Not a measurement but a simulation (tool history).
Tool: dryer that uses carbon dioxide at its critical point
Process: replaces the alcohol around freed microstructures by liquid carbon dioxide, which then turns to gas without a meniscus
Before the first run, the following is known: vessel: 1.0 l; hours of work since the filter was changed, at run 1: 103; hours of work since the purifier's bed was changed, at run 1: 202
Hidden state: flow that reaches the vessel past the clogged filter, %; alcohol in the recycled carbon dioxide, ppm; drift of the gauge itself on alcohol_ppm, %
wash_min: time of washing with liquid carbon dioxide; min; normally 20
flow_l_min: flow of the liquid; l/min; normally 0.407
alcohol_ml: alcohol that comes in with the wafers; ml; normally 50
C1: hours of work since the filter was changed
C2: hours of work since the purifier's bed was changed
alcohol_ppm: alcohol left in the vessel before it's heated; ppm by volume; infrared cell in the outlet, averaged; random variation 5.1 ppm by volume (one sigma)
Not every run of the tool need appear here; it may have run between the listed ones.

Run 1, hour 0: usual settings; C1 103; C2 202. Result: alcohol_ppm 118 ppm by volume.
Run 2, hour 41.7: usual settings but flow_l_min 0.478 l/min; C1 120; C2 218. Result: alcohol_ppm 79 ppm by volume.
Run 3, hour 64.7: usual settings but flow_l_min 0.478 l/min; C1 129; C2 228. Result: alcohol_ppm 82 ppm by volume.
Run 4, hour 98.2: usual settings but flow_l_min 0.478 l/min; C1 142; C2 241. Result: alcohol_ppm 82 ppm by volume.
Run 5, hour 145.2: usual settings but flow_l_min 0.478 l/min; C1 161; C2 260. Result: alcohol_ppm 98 ppm by volume.
Run 6, hour 186.2: usual settings but flow_l_min 0.478 l/min; C1 177; C2 276. Result: alcohol_ppm 105 ppm by volume.
Run 7, hour 227.7: usual settings but flow_l_min 0.478 l/min; C1 193; C2 292. Result: alcohol_ppm 101 ppm by volume.
Run 8, hour 254.6: usual settings but wash_min 25 min; C1 204; C2 303. Result: alcohol_ppm 86 ppm by volume.
Run 9, hour 293.4: usual settings but alcohol_ml 34 ml; C1 220; C2 318. Result: alcohol_ppm 138 ppm by volume.
Run 10, hour 341.7: usual settings but alcohol_ml 34 ml; C1 239; C2 338. Result: alcohol_ppm 141 ppm by volume.
Run 11, hour 389.2: usual settings but alcohol_ml 34 ml; C1 258; C2 357. Result: alcohol_ppm 152 ppm by volume.
Run 12, hour 432.9: usual settings; C1 275; C2 374. Result: alcohol_ppm 185 ppm by volume.
Run 13, hour 457.8: usual settings but wash_min 17 min, flow_l_min 0.293 l/min; C1 285; C2 384. Result: alcohol_ppm 1142 ppm by volume.
Run 14, hour 486.4: usual settings but wash_min 17 min, flow_l_min 0.293 l/min, alcohol_ml 96 ml; C1 296; C2 395. Result: alcohol_ppm 2158 ppm by volume.
Run 15, hour 511.5: usual settings but flow_l_min 0.496 l/min; C1 306; C2 405. Result: alcohol_ppm 133 ppm by volume.
Run 16, hour 544: usual settings but wash_min 18 min, flow_l_min 0.265 l/min, alcohol_ml 75 ml; C1 319; C2 418. Result: alcohol_ppm 2010 ppm by volume.
Run 17, hour 582.4: usual settings but alcohol_ml 53 ml; C1 334; C2 433. Result: alcohol_ppm 205 ppm by volume.
Run 18, hour 621: usual settings but flow_l_min 0.345 l/min, alcohol_ml 25 ml; C1 350; C2 449. Result: alcohol_ppm 244 ppm by volume.
Run 19, hour 653.4: usual settings but flow_l_min 0.345 l/min, alcohol_ml 25 ml; C1 363; C2 462. Result: alcohol_ppm 253 ppm by volume.
Run 20, hour 690.6: usual settings but wash_min 14 min, flow_l_min 0.404 l/min, alcohol_ml 43 ml; C1 377; C2 476. Result: alcohol_ppm 680 ppm by volume.
Run 21, hour 719.6: usual settings but wash_min 14 min, flow_l_min 0.404 l/min, alcohol_ml 44 ml; C1 389; C2 488. Result: alcohol_ppm 711 ppm by volume.
Run 22, hour 758.5: usual settings but flow_l_min 0.545 l/min, alcohol_ml 116 ml; C1 404; C2 503. Result: alcohol_ppm 164 ppm by volume.
Run 23, hour 797.7: usual settings but flow_l_min 0.322 l/min, alcohol_ml 56 ml; C1 420; C2 519. Result: alcohol_ppm 584 ppm by volume.
Run 24, hour 847.5: usual settings but flow_l_min 0.322 l/min, alcohol_ml 56 ml; C1 440; C2 539. Result: alcohol_ppm 608 ppm by volume.

Each row is a separate what-if for the run after 24, all from the same tool condition, not one after another. Results?
Run A, hour 876.2: usual settings but flow_l_min 0.325 l/min, alcohol_ml 56 ml; C1 451; C2 550. Result: alcohol_ppm ?.
Run B, hour 876.2: usual settings but flow_l_min 0.322 l/min, alcohol_ml 72 ml; C1 451; C2 550. Result: alcohol_ppm ?.
Run C, hour 876.2: usual settings but flow_l_min 0.533 l/min, alcohol_ml 23 ml; C1 451; C2 550. Result: alcohol_ppm ?.
Run D, hour 876.2: usual settings but flow_l_min 0.504 l/min, alcohol_ml 109 ml; C1 451; C2 550. Result: alcohol_ppm ?.

run  alcohol_ppm
  A          576
  B          736
  C          163
  D          194
The same runs, with their run-to-run variation unchanged, on a tool lacking any hidden condition would have given:
run  alcohol_ppm
  A          232
  B          316
  C           16
  D           19

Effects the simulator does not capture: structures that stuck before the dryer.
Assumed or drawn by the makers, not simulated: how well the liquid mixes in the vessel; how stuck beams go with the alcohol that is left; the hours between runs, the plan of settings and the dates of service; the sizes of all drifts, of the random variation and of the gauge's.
